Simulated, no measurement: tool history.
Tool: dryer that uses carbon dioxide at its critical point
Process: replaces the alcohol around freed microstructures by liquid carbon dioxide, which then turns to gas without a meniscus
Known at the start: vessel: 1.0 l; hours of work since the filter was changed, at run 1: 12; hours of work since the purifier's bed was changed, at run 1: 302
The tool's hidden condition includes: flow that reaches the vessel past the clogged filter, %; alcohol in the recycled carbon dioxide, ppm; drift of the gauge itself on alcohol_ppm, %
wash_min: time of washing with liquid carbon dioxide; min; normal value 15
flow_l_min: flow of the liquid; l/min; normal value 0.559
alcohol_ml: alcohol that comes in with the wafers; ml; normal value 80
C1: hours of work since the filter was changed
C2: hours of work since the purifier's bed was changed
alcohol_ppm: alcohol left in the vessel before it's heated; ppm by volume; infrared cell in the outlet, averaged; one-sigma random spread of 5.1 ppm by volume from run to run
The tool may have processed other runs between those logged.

{"run": 1, "day": 0.0, "wash_min": 15, "flow_l_min": 0.559, "alcohol_ml": 80, "C1": 12, "C2": 302, "alcohol_ppm": 79}
{"run": 2, "day": 1.267, "wash_min": 15, "flow_l_min": 0.559, "alcohol_ml": 79, "C1": 24, "C2": 315, "alcohol_ppm": 88}
{"run": 3, "day": 2.508, "wash_min": 15, "flow_l_min": 0.559, "alcohol_ml": 79, "C1": 37, "C2": 328, "alcohol_ppm": 101}
{"run": 4, "day": 3.508, "wash_min": 15, "flow_l_min": 0.559, "alcohol_ml": 80, "C1": 47, "C2": 338, "alcohol_ppm": 89}
{"run": 5, "day": 4.529, "wash_min": 15, "flow_l_min": 0.559, "alcohol_ml": 80, "C1": 57, "C2": 348, "alcohol_ppm": 93}
{"run": 6, "day": 5.621, "wash_min": 15, "flow_l_min": 0.559, "alcohol_ml": 80, "C1": 68, "C2": 359, "alcohol_ppm": 94}
{"run": 7, "day": 6.221, "wash_min": 15, "flow_l_min": 0.559, "alcohol_ml": 80, "C1": 74, "C2": 365, "alcohol_ppm": 92}
{"run": 8, "day": 7.208, "wash_min": 15, "flow_l_min": 0.559, "alcohol_ml": 80, "C1": 84, "C2": 374, "alcohol_ppm": 91}
{"run": 9, "day": 8.1, "wash_min": 15, "flow_l_min": 0.559, "alcohol_ml": 43, "C1": 92, "C2": 383, "alcohol_ppm": 86}
{"run": 10, "day": 9.375, "wash_min": 15, "flow_l_min": 0.559, "alcohol_ml": 80, "C1": 105, "C2": 396, "alcohol_ppm": 101}
{"run": 11, "day": 10.4, "wash_min": 15, "flow_l_min": 0.559, "alcohol_ml": 80, "C1": 115, "C2": 406, "alcohol_ppm": 101}
{"run": 12, "day": 11.342, "wash_min": 15, "flow_l_min": 0.414, "alcohol_ml": 80, "C1": 125, "C2": 416, "alcohol_ppm": 408}
{"run": 13, "day": 12.312, "wash_min": 15, "flow_l_min": 0.559, "alcohol_ml": 80, "C1": 135, "C2": 425, "alcohol_ppm": 121}
{"run": 14, "day": 13.321, "wash_min": 12, "flow_l_min": 0.559, "alcohol_ml": 80, "C1": 145, "C2": 435, "alcohol_ppm": 292}
{"run": 15, "day": 14.45, "wash_min": 12, "flow_l_min": 0.559, "alcohol_ml": 80, "C1": 156, "C2": 447, "alcohol_ppm": 299}
{"run": 16, "day": 15.488, "wash_min": 15, "flow_l_min": 0.541, "alcohol_ml": 80, "C1": 166, "C2": 457, "alcohol_ppm": 135}
{"run": 17, "day": 16.117, "wash_min": 15, "flow_l_min": 0.541, "alcohol_ml": 80, "C1": 173, "C2": 463, "alcohol_ppm": 134}
{"run": 18, "day": 16.975, "wash_min": 15, "flow_l_min": 0.541, "alcohol_ml": 80, "C1": 181, "C2": 472, "alcohol_ppm": 128}
{"run": 19, "day": 18.246, "wash_min": 17, "flow_l_min": 0.559, "alcohol_ml": 80, "C1": 194, "C2": 485, "alcohol_ppm": 82}
{"run": 20, "day": 19.508, "wash_min": 17, "flow_l_min": 0.559, "alcohol_ml": 80, "C1": 206, "C2": 497, "alcohol_ppm": 94}
{"run": 21, "day": 20.458, "wash_min": 17, "flow_l_min": 0.559, "alcohol_ml": 80, "C1": 216, "C2": 507, "alcohol_ppm": 97}
{"run": 22, "day": 21.692, "wash_min": 17, "flow_l_min": 0.559, "alcohol_ml": 80, "C1": 228, "C2": 519, "alcohol_ppm": 98}
{"run": 23, "day": 22.283, "wash_min": 17, "flow_l_min": 0.559, "alcohol_ml": 24, "C1": 234, "C2": 525, "alcohol_ppm": 77}
{"run": 24, "day": 23.054, "wash_min": 17, "flow_l_min": 0.559, "alcohol_ml": 24, "C1": 242, "C2": 533, "alcohol_ppm": 77}
{"run": 25, "day": 24.221, "wash_min": 11, "flow_l_min": 0.68, "alcohol_ml": 37, "C1": 253, "C2": 544, "alcohol_ppm": 134}
{"run": 26, "day": 24.95, "wash_min": 15, "flow_l_min": 0.586, "alcohol_ml": 54, "C1": 261, "C2": 552, "alcohol_ppm": 88}
{"run": 27, "day": 25.604, "wash_min": 16, "flow_l_min": 0.559, "alcohol_ml": 83, "C1": 267, "C2": 558, "alcohol_ppm": 120}
{"run": 28, "day": 26.15, "wash_min": 21, "flow_l_min": 0.752, "alcohol_ml": 92, "C1": 273, "C2": 564, "alcohol_ppm": 76}
{"run": 29, "day": 26.908, "wash_min": 11, "flow_l_min": 0.559, "alcohol_ml": 64, "C1": 280, "C2": 571, "alcohol_ppm": 448}
{"run": 30, "day": 28.096, "wash_min": 16, "flow_l_min": 0.559, "alcohol_ml": 64, "C1": 292, "C2": 583, "alcohol_ppm": 114}
{"run": 31, "day": 28.712, "wash_min": 16, "flow_l_min": 0.559, "alcohol_ml": 64, "C1": 298, "C2": 589, "alcohol_ppm": 109}
{"run": 32, "day": 29.796, "wash_min": 22, "flow_l_min": 0.793, "alcohol_ml": 53, "C1": 309, "C2": 600, "alcohol_ppm": 86}
{"run": 33, "day": 30.929, "wash_min": 10, "flow_l_min": 0.749, "alcohol_ml": 80, "C1": 320, "C2": 611, "alcohol_ppm": 233}
{"run": 34, "day": 31.962, "wash_min": 12, "flow_l_min": 0.606, "alcohol_ml": 27, "C1": 331, "C2": 622, "alcohol_ppm": 142}
{"day": 32.638, "done": "inlet filter changed"}
{"run": 35, "day": 33.312, "wash_min": 19, "flow_l_min": 0.355, "alcohol_ml": 27, "C1": 7, "C2": 635, "alcohol_ppm": 141}
{"run": 36, "day": 34.329, "wash_min": 15, "flow_l_min": 0.893, "alcohol_ml": 62, "C1": 17, "C2": 645, "alcohol_ppm": 89}
{"run": 37, "day": 35.583, "wash_min": 15, "flow_l_min": 0.893, "alcohol_ml": 62, "C1": 29, "C2": 657, "alcohol_ppm": 87}
{"run": 38, "day": 36.212, "wash_min": 12, "flow_l_min": 0.483, "alcohol_ml": 80, "C1": 36, "C2": 664, "alcohol_ppm": 543}
{"run": 39, "day": 37.15, "wash_min": 16, "flow_l_min": 0.943, "alcohol_ml": 51, "C1": 45, "C2": 673, "alcohol_ppm": 80}
{"run": 40, "day": 38.4, "wash_min": 16, "flow_l_min": 0.943, "alcohol_ml": 51, "C1": 58, "C2": 685, "alcohol_ppm": 78}
{"run": 41, "day": 38.983, "wash_min": 21, "flow_l_min": 0.716, "alcohol_ml": 119, "C1": 63, "C2": 691, "alcohol_ppm": 96}
{"run": 42, "day": 39.979, "wash_min": 22, "flow_l_min": 0.473, "alcohol_ml": 80, "C1": 73, "C2": 701, "alcohol_ppm": 93}
{"run": 43, "day": 41.071, "wash_min": 12, "flow_l_min": 0.797, "alcohol_ml": 29, "C1": 84, "C2": 712, "alcohol_ppm": 97}
{"run": 44, "day": 41.767, "wash_min": 12, "flow_l_min": 0.797, "alcohol_ml": 29, "C1": 91, "C2": 719, "alcohol_ppm": 89}
{"run": 45, "day": 42.721, "wash_min": 23, "flow_l_min": 0.618, "alcohol_ml": 29, "C1": 101, "C2": 729, "alcohol_ppm": 88}
{"run": 46, "day": 43.888, "wash_min": 20, "flow_l_min": 0.559, "alcohol_ml": 80, "C1": 112, "C2": 740, "alcohol_ppm": 98}
{"run": 47, "day": 45.158, "wash_min": 22, "flow_l_min": 0.649, "alcohol_ml": 29, "C1": 125, "C2": 753, "alcohol_ppm": 94}

Branching from run 47: 4 alternative next runs. What would each branch give?
{"run": "A", "day": 46.404, "wash_min": 22, "flow_l_min": 0.645, "alcohol_ml": 29, "C1": 137, "C2": 765, "alcohol_ppm": "?"}
{"run": "B", "day": 46.404, "wash_min": 15, "flow_l_min": 0.445, "alcohol_ml": 50, "C1": 137, "C2": 765, "alcohol_ppm": "?"}
{"run": "C", "day": 46.404, "wash_min": 12, "flow_l_min": 0.815, "alcohol_ml": 58, "C1": 137, "C2": 765, "alcohol_ppm": "?"}
{"run": "D", "day": 46.404, "wash_min": 15, "flow_l_min": 0.776, "alcohol_ml": 29, "C1": 137, "C2": 765, "alcohol_ppm": "?"}

run=A alcohol_ppm=90
run=B alcohol_ppm=254
run=C alcohol_ppm=106
run=D alcohol_ppm=99
Without the tool's hidden state the same runs would have given:
run=A alcohol_ppm=0
run=B alcohol_ppm=134
run=C alcohol_ppm=13
run=D alcohol_ppm=8

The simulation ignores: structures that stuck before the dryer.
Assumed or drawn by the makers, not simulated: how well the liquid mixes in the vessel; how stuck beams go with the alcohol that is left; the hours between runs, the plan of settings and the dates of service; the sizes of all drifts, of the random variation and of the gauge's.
